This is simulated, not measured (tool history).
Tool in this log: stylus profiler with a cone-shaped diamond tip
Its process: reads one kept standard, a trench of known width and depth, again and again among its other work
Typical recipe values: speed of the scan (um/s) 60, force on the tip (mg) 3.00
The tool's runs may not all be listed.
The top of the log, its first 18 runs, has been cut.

run,day,speed of the scan (um/s),force on the tip (mg),scans with this tip,hours of work since the height scale was calibrated,depth of the trench (Å),width of the trench's floor (µm)
# day 12.071: height scale calibrated on a step standard
19,13.033,60,3.00,5689,16,1007.1,28.18
20,13.625,60,3.00,5765,26,1007.1,28.11
21,14.071,47,2.13,5822,34,1005.3,28.11
22,14.729,48,2.62,5907,45,1005.9,28.16
# day 15.229: height scale calibrated on a step standard, once more
23,15.279,132,8.87,5975,1,1019.3,28.04
24,16.292,132,8.87,6105,18,1019.4,28.11
25,16.762,33,2.64,6165,26,1008.4,28.25
26,17.217,26,3.07,6224,34,1009.8,28.36
27,18.096,26,4.62,6337,49,1012.2,28.35
28,19.017,60,3.13,6455,64,1009.5,28.13
29,19.988,60,3.13,6580,81,1009.6,28.17
30,20.758,18,5.94,6679,94,1014.9,28.37
31,21.721,18,5.94,6802,110,1015.0,28.37
32,22.225,237,2.01,6868,119,1007.4,26.92
33,22.892,237,2.01,6953,130,1006.8,26.92
34,23.479,16,2.87,7029,140,1009.4,28.33
35,23.950,75,2.38,7089,148,1007.5,28.01
36,24.954,82,2.09,7218,165,1007.0,27.91
37,25.538,18,2.05,7293,175,1006.8,28.33
38,26.408,125,3.69,7405,189,1010.7,27.84
39,27.408,110,3.00,7533,206,1009.1,27.83
40,27.967,34,1.35,7605,216,1004.8,28.20

Here are 4 independent what-if runs from the current tool condition. What would each one return?
A,28.504,192,2.50,7674,225,?,?
B,28.504,63,1.13,7674,225,?,?
C,28.504,182,8.36,7674,225,?,?
D,28.504,58,3.62,7674,225,?,?

run,depth of the trench (Å),width of the trench's floor (µm)
A,1007.8,27.30
B,1004.1,27.85
C,1018.0,27.85
D,1010.1,28.05
Stripped of hidden state, with their random variation kept, the same runs would have yielded:
run,depth of the trench (Å),width of the trench's floor (µm)
A,1008.3,27.49
B,1004.6,28.04
C,1018.6,28.04
D,1010.7,28.24

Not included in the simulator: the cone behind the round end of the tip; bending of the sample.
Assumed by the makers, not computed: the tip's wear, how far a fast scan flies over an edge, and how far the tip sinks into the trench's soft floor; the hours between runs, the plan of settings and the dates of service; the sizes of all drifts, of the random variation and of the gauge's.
